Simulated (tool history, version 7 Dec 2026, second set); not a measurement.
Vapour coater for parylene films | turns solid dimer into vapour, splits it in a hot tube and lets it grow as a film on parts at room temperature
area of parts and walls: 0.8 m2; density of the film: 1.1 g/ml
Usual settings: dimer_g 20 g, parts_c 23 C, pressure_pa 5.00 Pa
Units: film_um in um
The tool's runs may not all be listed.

Run 1, hour 0.0: usual settings. Result: film_um 13.83 um.
Run 2, hour 16.3: usual settings. Result: film_um 13.62 um.
Run 3, hour 27.5: usual settings. Result: film_um 13.72 um.
Run 4, hour 44.6: usual settings but pressure_pa 7.59 Pa. Result: film_um 12.68 um.
Run 5, hour 58.2: usual settings but pressure_pa 7.59 Pa. Result: film_um 12.57 um.
Run 6, hour 67.3: usual settings but pressure_pa 7.59 Pa. Result: film_um 12.69 um.
Run 7, hour 85.4: usual settings but pressure_pa 7.59 Pa. Result: film_um 12.64 um.
Run 8, hour 102.0: usual settings. Result: film_um 13.70 um.
Run 9, hour 115.5: usual settings. Result: film_um 13.67 um.
Run 10, hour 128.2: usual settings. Result: film_um 13.67 um.
Run 11, hour 143.0: usual settings. Result: film_um 13.60 um.
Run 12, hour 156.7: usual settings but parts_c 22 C. Result: film_um 13.97 um.
At hour 158.5: table's thermometer calibrated.
Run 13, hour 174.5: usual settings. Result: film_um 13.53 um.
Run 14, hour 186.7: usual settings. Result: film_um 13.60 um.
Run 15, hour 198.0: usual settings but dimer_g 16 g. Result: film_um 10.94 um.
Run 16, hour 207.8: usual settings but dimer_g 16 g. Result: film_um 10.86 um.
Run 17, hour 219.0: usual settings. Result: film_um 13.69 um.
At hour 229.7: table's thermometer calibrated, once more.
Run 18, hour 239.1: usual settings. Result: film_um 13.55 um.
Run 19, hour 249.8: usual settings. Result: film_um 13.60 um.
Run 20, hour 261.8: usual settings. Result: film_um 13.57 um.
Run 21, hour 271.4: usual settings but dimer_g 12 g, parts_c 30 C, pressure_pa 4.64 Pa. Result: film_um 6.80 um.
Run 22, hour 288.3: usual settings but dimer_g 12 g, parts_c 30 C, pressure_pa 4.64 Pa. Result: film_um 6.77 um.
Run 23, hour 301.4: usual settings but dimer_g 14 g, parts_c 32 C. Result: film_um 7.39 um.
Run 24, hour 309.6: usual settings but dimer_g 14 g, parts_c 32 C. Result: film_um 7.39 um.
Run 25, hour 326.2: usual settings but dimer_g 13 g, parts_c 32 C, pressure_pa 10.47 Pa. Result: film_um 5.99 um.
Run 26, hour 334.1: usual settings but dimer_g 9 g, parts_c 32 C, pressure_pa 9.22 Pa. Result: film_um 4.27 um.
Run 27, hour 342.0: usual settings but dimer_g 26 g, parts_c 21 C, pressure_pa 8.47 Pa. Result: film_um 16.67 um.
Run 28, hour 360.3: usual settings but dimer_g 25 g, pressure_pa 2.82 Pa. Result: film_um 18.80 um.
Run 29, hour 368.5: usual settings but parts_c 29 C, pressure_pa 3.82 Pa. Result: film_um 12.05 um.
Run 30, hour 384.2: usual settings but dimer_g 15 g, parts_c 29 C, pressure_pa 3.82 Pa. Result: film_um 8.98 um.
Run 31, hour 398.9: usual settings but dimer_g 15 g, parts_c 29 C, pressure_pa 3.82 Pa. Result: film_um 8.97 um.
Run 32, hour 416.5: usual settings but parts_c 29 C, pressure_pa 4.83 Pa. Result: film_um 11.45 um.
Run 33, hour 432.4: usual settings but dimer_g 30 g, parts_c 28 C, pressure_pa 6.00 Pa. Result: film_um 16.96 um.
Run 34, hour 450.4: usual settings but dimer_g 34 g, parts_c 31 C, pressure_pa 6.00 Pa. Result: film_um 17.73 um.
Run 35, hour 460.3: usual settings but dimer_g 17 g, parts_c 22 C. Result: film_um 11.77 um.
Run 36, hour 470.5: usual settings but pressure_pa 3.00 Pa. Result: film_um 14.80 um.

4 ways to go on from here, each from the tool as it stands after run 36. What would each give?
Run A, hour 488.0: usual settings but pressure_pa 4.23 Pa. Result: film_um ?.
Run B, hour 488.0: usual settings but dimer_g 12 g, parts_c 33 C, pressure_pa 3.28 Pa. Result: film_um ?.
Run C, hour 488.0: usual settings but dimer_g 17 g, pressure_pa 3.21 Pa. Result: film_um ?.
Run D, hour 488.0: usual settings but dimer_g 25 g, parts_c 17 C. Result: film_um ?.

run  film_um
  A    13.83
  B     6.58
  C    12.36
  D    19.68
Without the tool's hidden state the same runs would have given:
run  film_um
  A    14.45
  B     6.87
  C    12.91
  D    20.55
